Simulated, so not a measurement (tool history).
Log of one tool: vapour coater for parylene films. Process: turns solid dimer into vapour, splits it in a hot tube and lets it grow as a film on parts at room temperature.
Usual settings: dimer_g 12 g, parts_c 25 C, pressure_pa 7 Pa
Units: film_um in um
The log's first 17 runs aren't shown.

| run | day | dimer_g | parts_c | pressure_pa | film_um |
|---|---|---|---|---|---|
| 18 | 39.95 | 6 | 25 | 7 | 1.78 |
| 19 | 42.575 | 6 | 25 | 7 | 1.75 |
| 20 | 45.188 | 12 | 25 | 2.28 | 4.43 |
|  | 46.767 | trap's valve overhauled |
| 21 | 46.979 | 12 | 25 | 2.28 | 4.69 |
| 22 | 48.958 | 12 | 25 | 5.42 | 3.91 |
| 23 | 51.446 | 12 | 25 | 5.42 | 3.85 |
| 24 | 52.912 | 12 | 25 | 5.42 | 3.83 |
| 25 | 55.592 | 13 | 18 | 2.48 | 5.58 |
| 26 | 58.629 | 13 | 18 | 2.48 | 5.5 |
| 27 | 60.367 | 12 | 25 | 8.99 | 3.31 |
|  | 62.625 | trap's valve overhauled |
| 28 | 62.633 | 20 | 20 | 8.99 | 7.27 |
| 29 | 64.633 | 20 | 20 | 8.99 | 7.26 |
|  | 65.446 | table's thermometer calibrated |
| 30 | 66.783 | 10 | 21 | 8.71 | 3.56 |
| 31 | 68.125 | 7 | 27 | 9.8 | 1.91 |
| 32 | 70.671 | 7 | 27 | 9.8 | 1.86 |
| 33 | 72.321 | 7 | 27 | 9.8 | 1.89 |
| 34 | 75.525 | 12 | 28 | 7 | 3.24 |
|  | 78.588 | trap's valve overhauled |
| 35 | 78.883 | 12 | 25 | 7.32 | 3.8 |
| 36 | 81.158 | 7 | 36 | 3.59 | 1.61 |
| 37 | 84.108 | 7 | 36 | 3.59 | 1.57 |
| 38 | 85.675 | 14 | 17 | 9.13 | 5.75 |

The next listed run, before its measurement:
| 39 | 88.346 | 12 | 25 | 9.77 | ? |

film_um: 3.46 um
Without the tool's hidden state the same run would have given film_um 3.69 um.
